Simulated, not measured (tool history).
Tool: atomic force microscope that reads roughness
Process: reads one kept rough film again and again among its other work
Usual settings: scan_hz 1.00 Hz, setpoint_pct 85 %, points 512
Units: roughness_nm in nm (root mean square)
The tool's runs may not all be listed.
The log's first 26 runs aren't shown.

| run | hour | scan_hz | setpoint_pct | points | roughness_nm |
|---|---|---|---|---|---|
|  | 238.6 | new tip fitted |
| 27 | 241.0 | 1.30 | 78 | 971 | 1.523 |
| 28 | 252.3 | 3.33 | 78 | 971 | 1.339 |
| 29 | 258.8 | 1.00 | 85 | 709 | 1.499 |
| 30 | 265.6 | 3.74 | 85 | 349 | 1.200 |
|  | 269.4 | new tip fitted |
| 31 | 272.1 | 1.63 | 65 | 434 | 1.573 |
| 32 | 282.2 | 1.07 | 85 | 512 | 1.509 |
| 33 | 287.9 | 1.00 | 68 | 907 | 1.580 |
| 34 | 298.0 | 1.00 | 68 | 907 | 1.566 |
|  | 300.4 | new tip fitted |
| 35 | 307.8 | 2.70 | 58 | 512 | 1.583 |
| 36 | 318.7 | 2.80 | 58 | 263 | 1.541 |
| 37 | 326.6 | 2.80 | 58 | 263 | 1.539 |
|  | 330.8 | new tip fitted |
| 38 | 332.8 | 2.80 | 58 | 263 | 1.576 |
| 39 | 345.1 | 2.80 | 58 | 263 | 1.550 |
| 40 | 354.6 | 2.80 | 58 | 263 | 1.535 |
|  | 361.5 | new tip fitted |
| 41 | 364.8 | 2.18 | 57 | 455 | 1.599 |
| 42 | 374.7 | 2.18 | 57 | 455 | 1.559 |
| 43 | 385.7 | 2.18 | 57 | 455 | 1.550 |
|  | 392.2 | new tip fitted |
| 44 | 393.4 | 2.18 | 57 | 799 | 1.583 |
| 45 | 400.1 | 2.71 | 65 | 799 | 1.512 |

The next listed run, before its measurement:
| 46 | 409.0 | 1.29 | 63 | 326 | ? |

{"run 46": {"roughness_nm": 1.572}}
Without the tool's hidden state the same run would have given roughness_nm 1.596 nm (root mean square).
